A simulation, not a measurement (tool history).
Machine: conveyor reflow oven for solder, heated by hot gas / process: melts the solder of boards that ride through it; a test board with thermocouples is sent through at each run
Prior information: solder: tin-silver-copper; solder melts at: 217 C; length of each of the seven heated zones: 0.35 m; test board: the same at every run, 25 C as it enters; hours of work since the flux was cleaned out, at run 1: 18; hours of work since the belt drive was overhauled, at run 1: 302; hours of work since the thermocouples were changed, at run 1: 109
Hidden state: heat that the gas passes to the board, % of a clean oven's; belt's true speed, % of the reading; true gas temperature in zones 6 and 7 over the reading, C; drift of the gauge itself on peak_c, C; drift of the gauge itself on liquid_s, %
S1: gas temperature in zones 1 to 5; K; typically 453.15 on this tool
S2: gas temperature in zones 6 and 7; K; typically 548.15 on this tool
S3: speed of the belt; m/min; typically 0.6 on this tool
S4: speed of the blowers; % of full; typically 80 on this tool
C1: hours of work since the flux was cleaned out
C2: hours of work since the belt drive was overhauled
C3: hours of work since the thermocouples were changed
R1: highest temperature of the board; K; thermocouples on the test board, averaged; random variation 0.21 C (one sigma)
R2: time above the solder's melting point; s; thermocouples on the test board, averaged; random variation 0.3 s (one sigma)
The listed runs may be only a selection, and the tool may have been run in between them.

{"run": 1, "day": 0.0, "S1": 453.15, "S2": 548.15, "S3": 0.6, "S4": 80, "C1": 18, "C2": 302, "C3": 109, "R1": 536.05, "R2": 61.1}
{"run": 2, "day": 0.408, "S1": 453.15, "S2": 548.15, "S3": 0.6, "S4": 80, "C1": 25, "C2": 309, "C3": 115, "R1": 536.35, "R2": 60.8}
{"run": 3, "day": 0.792, "S1": 454.15, "S2": 548.15, "S3": 0.6, "S4": 80, "C1": 31, "C2": 315, "C3": 122, "R1": 536.15, "R2": 61.9}
{"run": 4, "day": 1.279, "S1": 444.15, "S2": 548.15, "S3": 0.6, "S4": 80, "C1": 39, "C2": 323, "C3": 130, "R1": 535.25, "R2": 58}
{"run": 5, "day": 1.567, "S1": 444.15, "S2": 548.15, "S3": 0.6, "S4": 80, "C1": 44, "C2": 328, "C3": 134, "R1": 535.15, "R2": 57.4}
{"run": 6, "day": 1.821, "S1": 444.15, "S2": 548.15, "S3": 0.6, "S4": 80, "C1": 48, "C2": 332, "C3": 139, "R1": 534.95, "R2": 57.5}
{"run": 7, "day": 2.162, "S1": 444.15, "S2": 548.15, "S3": 0.6, "S4": 80, "C1": 54, "C2": 338, "C3": 144, "R1": 534.95, "R2": 57.7}
{"run": 8, "day": 2.483, "S1": 444.15, "S2": 548.15, "S3": 0.6, "S4": 80, "C1": 59, "C2": 343, "C3": 149, "R1": 535.15, "R2": 57.4}
{"run": 9, "day": 2.958, "S1": 444.15, "S2": 548.15, "S3": 0.6, "S4": 80, "C1": 67, "C2": 351, "C3": 157, "R1": 535.15, "R2": 57.8}
{"run": 10, "day": 3.304, "S1": 441.15, "S2": 547.15, "S3": 0.626, "S4": 80, "C1": 72, "C2": 356, "C3": 163, "R1": 532.75, "R2": 53.2}
{"run": 11, "day": 3.8, "S1": 441.15, "S2": 561.15, "S3": 0.677, "S4": 80, "C1": 80, "C2": 364, "C3": 171, "R1": 542.55, "R2": 52.8}
{"run": 12, "day": 4.054, "S1": 450.15, "S2": 561.15, "S3": 0.569, "S4": 76, "C1": 85, "C2": 369, "C3": 175, "R1": 549.15, "R2": 68.9}
{"run": 13, "day": 4.379, "S1": 453.15, "S2": 544.15, "S3": 0.6, "S4": 58, "C1": 90, "C2": 374, "C3": 180, "R1": 529.15, "R2": 56.9}
{"run": 14, "day": 4.879, "S1": 453.15, "S2": 544.15, "S3": 0.6, "S4": 58, "C1": 98, "C2": 382, "C3": 188, "R1": 528.95, "R2": 56.9}
{"run": 15, "day": 5.238, "S1": 466.15, "S2": 557.15, "S3": 0.6, "S4": 80, "C1": 104, "C2": 388, "C3": 194, "R1": 545.95, "R2": 69.3}
{"run": 16, "day": 5.446, "S1": 453.15, "S2": 548.15, "S3": 0.522, "S4": 72, "C1": 107, "C2": 391, "C3": 198, "R1": 538.65, "R2": 71.9}
{"run": 17, "day": 5.921, "S1": 453.15, "S2": 544.15, "S3": 0.645, "S4": 80, "C1": 115, "C2": 399, "C3": 205, "R1": 530.95, "R2": 54.4}
{"run": 18, "day": 6.267, "S1": 453.15, "S2": 544.15, "S3": 0.645, "S4": 80, "C1": 121, "C2": 405, "C3": 211, "R1": 530.95, "R2": 54}

3 ways to go on from here, each from the tool as it stands after run 18. What would each give?
{"run": "A", "day": 6.554, "S1": 443.15, "S2": 548.15, "S3": 0.702, "S4": 66, "C1": 125, "C2": 409, "C3": 216, "R1": "?", "R2": "?"}
{"run": "B", "day": 6.554, "S1": 466.15, "S2": 552.15, "S3": 0.6, "S4": 59, "C1": 125, "C2": 409, "C3": 216, "R1": "?", "R2": "?"}
{"run": "C", "day": 6.554, "S1": 453.15, "S2": 544.15, "S3": 0.538, "S4": 80, "C1": 125, "C2": 409, "C3": 216, "R1": "?", "R2": "?"}

run=A R1=526.85 R2=43.2
run=B R1=538.25 R2=66.5
run=C R1=534.95 R2=68.3
What these runs would have given with no unlogged condition in the tool:
run=A R1=526.85 R2=43.2
run=B R1=538.25 R2=66.5
run=C R1=534.95 R2=68.3
